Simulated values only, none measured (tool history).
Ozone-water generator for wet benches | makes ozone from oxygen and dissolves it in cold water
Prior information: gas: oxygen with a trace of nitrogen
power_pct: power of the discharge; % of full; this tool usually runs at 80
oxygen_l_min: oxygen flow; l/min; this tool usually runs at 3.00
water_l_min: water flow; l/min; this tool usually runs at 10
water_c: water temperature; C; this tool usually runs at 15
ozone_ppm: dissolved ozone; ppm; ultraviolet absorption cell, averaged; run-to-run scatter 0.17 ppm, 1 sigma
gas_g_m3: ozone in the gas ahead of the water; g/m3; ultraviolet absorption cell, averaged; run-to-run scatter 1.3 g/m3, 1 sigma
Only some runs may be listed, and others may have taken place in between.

run,day,power_pct,oxygen_l_min,water_l_min,water_c,ozone_ppm,gas_g_m3
1,0.000,80,3.00,10,15,21.2,238.2
2,1.938,80,3.00,10,15,21.4,239.5
3,3.471,80,3.00,10,15,21.2,238.4
4,4.800,80,3.00,10,15,21.1,241.4
# day 7.517: water thermometer calibrated
5,7.517,80,3.00,10,15,21.1,237.1
6,9.262,80,3.00,10,15,20.8,238.8
7,10.642,80,3.00,10,15,21.3,238.4
8,13.425,80,3.00,10,15,20.9,237.9
9,15.321,80,3.00,10,15,20.8,238.7
10,16.738,80,3.00,10,15,21.0,235.7
11,19.038,80,4.78,10,15,21.9,199.2
12,21.962,44,4.78,10,15,15.2,138.5
13,23.425,44,4.78,10,15,15.2,139.7
14,25.854,44,4.78,10,15,15.2,138.4
15,28.225,44,4.78,10,15,15.2,139.5
16,29.567,44,4.78,10,15,15.3,139.0
17,32.683,44,2.05,11,15,12.4,193.5
18,35.071,44,2.05,11,15,12.5,192.0
19,36.338,42,3.38,12,15,12.5,152.4
20,37.762,56,5.17,12,21,13.8,156.5
21,40.754,54,1.91,10,13,15.1,221.7
22,42.683,46,1.98,14,8,10.5,200.2
23,44.546,75,4.54,10,15,20.7,192.2
24,47.292,75,4.54,10,15,20.4,193.3
25,49.596,80,3.00,10,18,19.5,235.4
26,51.638,62,3.72,10,15,18.2,186.3
27,54.038,62,3.72,10,15,18.1,184.8
28,56.625,62,3.72,10,15,18.2,185.1
29,58.842,80,3.00,10,16,19.8,233.2
30,60.100,73,1.80,15,15,11.8,268.6
31,62.554,80,4.04,12,15,18.5,209.2
32,64.200,80,1.69,7,15,24.6,291.1

Alternative continuations, all from the tool just after run 32; predict every row:
A,66.112,80,4.94,7,15,?,?
B,66.112,40,3.51,10,9,?,?
C,66.112,46,1.69,7,15,?,?

run,ozone_ppm,gas_g_m3
A,26.1,192.1
B,14.9,146.9
C,17.7,214.2
With the hidden condition removed and each run's random variation left untouched, the same runs would have given:
run,ozone_ppm,gas_g_m3
A,29.8,200.2
B,16.8,150.7
C,19.9,220.5
